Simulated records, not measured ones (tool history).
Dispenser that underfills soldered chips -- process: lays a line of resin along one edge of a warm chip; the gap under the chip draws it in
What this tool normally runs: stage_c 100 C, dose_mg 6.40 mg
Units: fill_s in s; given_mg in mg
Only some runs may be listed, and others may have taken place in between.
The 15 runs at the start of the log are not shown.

run	day	stage_c	dose_mg	hours of work since the syringe was changed	hours of work since the valve was cleaned	hours of work since the stage was calibrated	fill_s	given_mg
16	7.625	100	6.90	9	85	233	32.3	6.55
# day 7.717: new syringe of resin
# day 7.808: dispensing valve cleaned and set on the balance
17	8.025	100	5.62	4	3	238	28.0	5.66
# day 8.429: new syringe of resin
18	8.446	100	5.62	0	9	244	22.6	5.55
19	8.821	100	5.62	6	14	249	29.4	5.62
# day 9.112: new syringe of resin
20	9.267	100	5.62	2	21	255	24.9	5.58
21	9.725	106	6.99	9	27	262	28.0	6.85
# day 9.792: new syringe of resin
22	10.321	106	6.99	8	36	271	27.1	6.82
# day 10.479: new syringe of resin
23	10.688	97	6.63	3	41	276	27.7	6.44
# day 11.196: new syringe of resin
24	11.258	95	6.89	1	49	284	26.4	6.59
25	11.596	111	6.89	6	54	289	21.2	6.69
# day 11.871: new syringe of resin
26	12.288	87	6.19	6	64	298	40.7	5.92
# day 12.571: new syringe of resin
27	12.904	115	6.82	5	73	307	19.0	6.52

Predict the results of run 28:
# day 13.279: new syringe of resin
28	13.604	108	5.73	5	82	317	?	?

Run 28 measured fill_s 22.6 s, given_mg 5.33 mg.
Minus the tool's unlogged condition, the same run would have read fill_s 19.1 s, given_mg 5.65 mg.
